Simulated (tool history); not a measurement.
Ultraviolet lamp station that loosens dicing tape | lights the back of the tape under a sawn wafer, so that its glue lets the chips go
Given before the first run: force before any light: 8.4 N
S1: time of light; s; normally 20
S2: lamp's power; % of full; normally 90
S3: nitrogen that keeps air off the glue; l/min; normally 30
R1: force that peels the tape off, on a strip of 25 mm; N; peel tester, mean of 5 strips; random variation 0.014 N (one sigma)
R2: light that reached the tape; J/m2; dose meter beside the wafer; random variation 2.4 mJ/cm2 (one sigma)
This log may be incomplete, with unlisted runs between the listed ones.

run,hour,S1,S2,S3,R1,R2
1,0.0,20,90,30,1.107,1960
2,43.7,20,90,30,1.155,1900
3,87.4,20,90,30,1.189,1900
4,107.7,20,90,17,1.484,1880
5,151.4,20,90,17,1.471,1860
6,196.1,20,89,17,1.613,1800
7,217.6,20,89,17,1.612,1810
8,237.6,20,89,17,1.645,1750
# hour 244.5: window cleaned of glue's vapour
9,275.9,20,90,24,0.970,2130
10,323.2,20,90,24,0.995,2160
11,347.0,20,90,24,1.026,2120
12,379.7,20,90,24,1.061,2080
13,414.4,20,90,24,1.026,2090
14,455.5,20,90,24,1.111,2040
15,503.2,20,90,24,1.115,2030
16,533.5,20,90,24,1.123,2020
17,574.3,20,90,24,1.160,1980
18,621.2,20,90,30,1.024,1960
19,649.8,30,83,30,0.564,2700
20,674.3,25,63,30,1.365,1670
21,704.4,25,62,27,1.535,1700
22,729.2,25,62,27,1.553,1600
23,773.0,15,62,15,3.359,990
24,818.9,20,96,30,1.033,1990
25,839.7,20,96,30,1.047,1970
26,858.9,10,90,10,4.020,910
27,889.3,20,90,25,1.302,1830
28,908.5,20,90,25,1.359,1800
29,950.3,13,100,54,1.756,1250
30,972.7,31,99,20,0.553,3020
31,993.9,12,79,19,3.453,970
32,1018.8,20,90,46,1.127,1770
33,1045.3,20,90,46,1.129,1760
34,1091.9,20,90,46,1.156,1710
35,1119.8,12,90,29,2.690,1010

Here are 4 independent what-if runs from the current tool condition. What would each one return?
A,1163.1,12,95,29,?,?
B,1163.1,28,99,17,?,?
C,1163.1,17,71,30,?,?
D,1163.1,12,70,29,?,?

run,R1,R2
A,2.732,1100
B,0.839,2580
C,2.438,1100
D,3.598,790
With no hidden state in the tool, these same runs would have given:
run,R1,R2
A,1.586,1630
B,0.361,3880
C,1.371,1650
D,2.381,1180
